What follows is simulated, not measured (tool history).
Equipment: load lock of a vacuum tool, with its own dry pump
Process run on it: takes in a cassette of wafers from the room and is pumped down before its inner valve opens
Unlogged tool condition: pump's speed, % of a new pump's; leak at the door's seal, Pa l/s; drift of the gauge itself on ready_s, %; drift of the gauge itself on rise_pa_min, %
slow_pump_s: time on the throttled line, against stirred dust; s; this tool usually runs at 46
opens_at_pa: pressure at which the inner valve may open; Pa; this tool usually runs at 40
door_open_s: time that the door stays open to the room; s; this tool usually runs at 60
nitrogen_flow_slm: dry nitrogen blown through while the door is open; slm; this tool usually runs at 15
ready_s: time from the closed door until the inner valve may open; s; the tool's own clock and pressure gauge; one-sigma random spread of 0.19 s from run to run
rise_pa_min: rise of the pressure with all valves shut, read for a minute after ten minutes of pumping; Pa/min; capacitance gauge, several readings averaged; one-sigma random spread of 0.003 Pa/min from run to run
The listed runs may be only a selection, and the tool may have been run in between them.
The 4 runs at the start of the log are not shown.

| run | hour | slow_pump_s | opens_at_pa | door_open_s | nitrogen_flow_slm | hours that the pump has run since its overhaul | times that the door has closed on its seal | incoming humidity of the room's air, % | ready_s | rise_pa_min |
|---|---|---|---|---|---|---|---|---|---|---|
| 5 | 1306.6 | 36 | 40 | 60 | 15 | 15857 | 34470 | 42.8 | 70.8 | 0.021 |
| 6 | 1632.6 | 36 | 35 | 60 | 15 | 16183 | 35875 | 42.1 | 71.5 | 0.025 |
| 7 | 1930.1 | 36 | 35 | 60 | 15 | 16480 | 37157 | 45.5 | 71.5 | 0.024 |
| 8 | 2257.3 | 46 | 40 | 85 | 15 | 16807 | 38567 | 44.0 | 79.0 | 0.026 |
| 9 | 2633.0 | 46 | 40 | 85 | 15 | 17183 | 40186 | 45.4 | 78.5 | 0.031 |
| 10 | 2811.3 | 46 | 40 | 60 | 15 | 17361 | 40955 | 44.6 | 78.7 | 0.021 |
| 11 | 3118.3 | 46 | 40 | 60 | 15 | 17668 | 42278 | 46.1 | 78.9 | 0.023 |
| 12 | 3451.4 | 46 | 40 | 60 | 15 | 18002 | 43714 | 45.2 | 79.2 | 0.026 |
| 13 | 3779.6 | 46 | 40 | 77 | 15 | 18330 | 45128 | 46.5 | 78.7 | 0.020 |
| 14 | 4041.9 | 46 | 40 | 77 | 15 | 18592 | 46259 | 44.5 | 79.1 | 0.021 |
| 15 | 4275.4 | 46 | 40 | 77 | 15 | 18826 | 47265 | 45.0 | 78.8 | 0.021 |
| 16 | 4604.8 | 46 | 40 | 77 | 15 | 19155 | 48685 | 42.4 | 79.0 | 0.024 |
| 17 | 4846.1 | 46 | 40 | 77 | 15 | 19396 | 49725 | 48.0 | 78.9 | 0.026 |
| 18 | 5214.2 | 46 | 40 | 77 | 15 | 19764 | 51311 | 46.1 | 78.8 | 0.032 |
|  | 5392.7 | dry pump taken out, an overhauled one fitted |
| 19 | 5474.0 | 46 | 40 | 77 | 15 | 81 | 52405 | 45.4 | 78.9 | 0.028 |
| 20 | 5780.5 | 46 | 40 | 29 | 35 | 388 | 53726 | 42.6 | 78.7 | 0.010 |
| 21 | 6128.7 | 48 | 40 | 119 | 15 | 736 | 55227 | 46.9 | 80.6 | 0.033 |
| 22 | 6471.8 | 60 | 35 | 122 | 22 | 1079 | 56706 | 46.7 | 90.7 | 0.026 |
| 23 | 6660.7 | 41 | 40 | 74 | 15 | 1268 | 57520 | 47.0 | 75.0 | 0.033 |
| 24 | 6969.9 | 58 | 40 | 74 | 15 | 1577 | 58853 | 44.6 | 88.6 | 0.028 |
| 25 | 7326.5 | 58 | 40 | 74 | 15 | 1934 | 60389 | 45.8 | 88.6 | 0.032 |

Run 26 is up next; what results do you expect?
| 26 | 7688.4 | 63 | 76 | 60 | 5 | 2296 | 61949 | 47.1 | ? | ? |

Run 26 produced ready_s 88.7 s, rise_pa_min 0.036 Pa/min.
With no hidden state in the tool, this same run would have given ready_s 88.7 s, rise_pa_min 0.035 Pa/min.

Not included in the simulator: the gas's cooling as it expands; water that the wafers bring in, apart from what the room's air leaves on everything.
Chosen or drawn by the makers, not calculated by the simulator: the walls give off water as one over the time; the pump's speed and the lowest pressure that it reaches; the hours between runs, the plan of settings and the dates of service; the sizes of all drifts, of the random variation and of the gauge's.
